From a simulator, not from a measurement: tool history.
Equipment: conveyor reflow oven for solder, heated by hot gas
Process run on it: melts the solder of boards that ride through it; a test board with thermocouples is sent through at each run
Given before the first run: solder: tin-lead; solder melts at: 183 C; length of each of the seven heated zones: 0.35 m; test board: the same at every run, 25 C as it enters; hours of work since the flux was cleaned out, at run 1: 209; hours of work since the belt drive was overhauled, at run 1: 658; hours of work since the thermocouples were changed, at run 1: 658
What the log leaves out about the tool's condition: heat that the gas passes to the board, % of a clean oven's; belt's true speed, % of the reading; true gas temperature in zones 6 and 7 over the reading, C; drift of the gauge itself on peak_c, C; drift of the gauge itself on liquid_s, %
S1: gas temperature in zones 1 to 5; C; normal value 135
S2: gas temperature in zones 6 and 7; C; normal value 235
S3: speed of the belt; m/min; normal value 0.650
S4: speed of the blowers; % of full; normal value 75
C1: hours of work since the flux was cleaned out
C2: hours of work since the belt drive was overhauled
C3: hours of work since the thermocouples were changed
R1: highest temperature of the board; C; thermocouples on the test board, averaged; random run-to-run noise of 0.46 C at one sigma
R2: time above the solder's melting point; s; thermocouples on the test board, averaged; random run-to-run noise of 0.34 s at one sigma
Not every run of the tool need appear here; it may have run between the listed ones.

run    hour   S1   S2     S3  S4   C1    C2    C3     R1    R2
  1     0.0  135  235  0.650  75  209   658   658  221.4  51.0
  2    58.9  135  235  0.650  75  241   690   690  220.8  51.3
  3    99.4  135  235  0.650  75  263   712   712  221.3  51.7
  4   179.5  135  235  0.650  75  307   756   756  220.8  50.6
  5   230.2  134  235  0.650  75  334   783   783  219.4  49.9
  6   277.8  135  235  0.650  75  360   809   809  220.3  50.6
  7   320.1  135  235  0.641  75  383   832   832  219.7  51.6
  8   375.1  135  235  0.641  75  413   862   862  219.2  51.2
  9   432.6  135  235  0.650  78  444   893   893  220.0  50.4
      443.7  -- flux residue cleaned out of gas plates and filters
 10   484.9  135  235  0.650  78   22   919   919  218.8  49.1
 11   564.3  135  235  0.650  78   66   962   962  218.5  48.7
 12   604.1  135  235  0.650  78   87   984   984  217.9  49.1
      615.9  -- flux residue cleaned out of gas plates and filters, once more
 13   679.6  135  247  0.650  62   35  1022  1022  232.0  56.8
 14   751.7  146  226  0.650  54   74  1061  1061  211.8  48.2
 15   803.6  146  226  0.650  54  102  1089  1089  211.3  48.7
 16   851.7  141  226  0.657  72  128  1116  1116  214.6  49.0
 17   931.7  141  226  0.657  72  172  1159  1159  214.4  48.4
 18   978.6  141  228  0.657  75  197  1185  1185  216.5  50.3
 19  1046.1  134  245  0.766  64  234  1221  1221  222.2  42.6
 20  1135.2  128  230  0.632  75  282  1270  1270  217.2  49.5
 21  1177.3  135  226  0.707  58  305  1293  1293  207.5  35.7
 22  1255.1  135  226  0.707  58  347  1335  1335  206.0  36.0
 23  1323.0  134  238  0.650  75  384  1372  1372  223.8  52.6

Each row is a separate what-if for the run after 23, all from the same tool condition, not one after another. Results?
  A  1403.5  134  238  0.608  75  428  1415  1415   ?   ?
  B  1403.5  128  238  0.650  75  428  1415  1415   ?   ?
  C  1403.5  134  240  0.619  65  428  1415  1415   ?   ?
  D  1403.5  140  238  0.650  75  428  1415  1415   ?   ?
  E  1403.5  131  227  0.650  51  428  1415  1415   ?   ?

run     R1    R2
  A  225.2  58.2
  B  222.7  49.9
  C  224.8  55.1
  D  224.2  54.9
  E  206.5  38.5
Had the tool no hidden state, the same runs would have come out as:
run     R1    R2
  A  227.0  57.9
  B  225.0  50.2
  C  226.4  54.6
  D  226.0  54.6
  E  207.7  38.9

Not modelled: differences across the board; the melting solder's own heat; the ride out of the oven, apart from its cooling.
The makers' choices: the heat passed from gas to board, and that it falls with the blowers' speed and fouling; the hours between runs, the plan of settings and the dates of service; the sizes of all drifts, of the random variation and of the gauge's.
